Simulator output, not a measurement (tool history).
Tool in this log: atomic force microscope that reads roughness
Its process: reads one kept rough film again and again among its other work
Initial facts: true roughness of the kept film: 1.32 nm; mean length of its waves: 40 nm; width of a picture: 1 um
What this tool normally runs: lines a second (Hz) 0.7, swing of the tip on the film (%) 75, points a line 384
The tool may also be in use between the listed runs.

run,hour,lines a second (Hz),swing of the tip on the film (%),points a line,roughness of the kept film (nm (root mean square))
1,0,0.7,75,384,1.23
2,10.9,0.7,75,384,1.216
3,17.6,0.96,75,384,1.21
4,24.9,0.96,75,887,1.205
5,39,0.7,75,888,1.214
6,49,0.7,75,888,1.22
7,59.1,0.7,75,888,1.207
8,71.9,0.7,72,384,1.206
# hour 84: new tip fitted
9,84,3.182,75,384,1.159
10,92.9,3.182,75,384,1.146
11,101.1,3.182,75,384,1.155
12,110.6,3.182,75,384,1.152
13,123.9,0.7,75,384,1.255
14,132.6,0.7,75,384,1.259
15,143.2,0.7,75,384,1.252
16,156.1,0.7,75,384,1.245
17,171.4,1.611,75,384,1.203
18,181.9,1.611,75,384,1.199
19,192.2,1.611,75,384,1.201
20,199.4,2.167,75,384,1.171
21,208.4,2.167,75,384,1.175
22,216.6,2.167,75,384,1.168
23,223.2,0.7,75,384,1.233
24,232.7,0.7,88,384,1.204
25,242.3,0.7,88,384,1.195
26,252.2,0.7,88,384,1.195
27,259.5,0.7,75,347,1.226
28,270.2,0.7,62,443,1.238
29,279,0.858,75,462,1.21
30,293.4,0.7,75,264,1.204
31,303.9,0.791,75,264,1.2
32,315.9,0.791,62,266,1.214
33,328.7,0.638,62,708,1.224
34,339.3,0.638,62,708,1.224
# hour 340.5: new tip fitted
35,351.6,3.725,88,407,1.021
36,360.3,3.725,88,407,1.021
37,375.2,2.775,73,485,1.173
38,382.8,0.843,60,731,1.277
39,393.5,0.653,85,590,1.231
40,406.7,0.653,85,590,1.23
41,421,0.653,85,590,1.232
42,428.5,0.532,75,384,1.249
43,435.8,0.532,75,384,1.253
44,446.5,0.532,75,384,1.254
45,459,0.532,75,384,1.244
46,471.3,0.764,67,299,1.238
47,478.2,0.764,67,299,1.233
48,491.2,0.994,86,1019,1.183
49,504.3,0.994,86,1019,1.185
50,520.1,0.994,86,1019,1.183
51,530.7,0.994,86,1019,1.18
52,539.8,1.161,75,946,1.198
53,552,1.798,85,291,1.119

Measured result minus the same run's result without the hidden state. Both carry the same run-to-run variation, though not necessarily the same gauge scatter:
The tool's hidden condition here consists of: radius of the tip, nm; height scale over the true one, %; drift of the gauge itself on roughness_nm, %.
run,roughness of the kept film (nm (root mean square))
1,-0.038
2,-0.041
3,-0.043
4,-0.044
5,-0.048
6,-0.05
7,-0.053
8,-0.056
9,+0.002
10,+0
11,-0.001
12,-0.003
13,-0.007
14,-0.01
15,-0.012
16,-0.015
17,-0.017
18,-0.02
19,-0.022
20,-0.024
21,-0.025
22,-0.028
23,-0.03
24,-0.032
25,-0.034
26,-0.036
27,-0.039
28,-0.042
29,-0.044
30,-0.046
31,-0.048
32,-0.051
33,-0.055
34,-0.057
35,+0.001
36,-0.001
37,-0.005
38,-0.007
39,-0.01
40,-0.013
41,-0.016
42,-0.018
43,-0.02
44,-0.022
45,-0.025
46,-0.027
47,-0.029
48,-0.031
49,-0.034
50,-0.038
51,-0.04
52,-0.043
53,-0.043
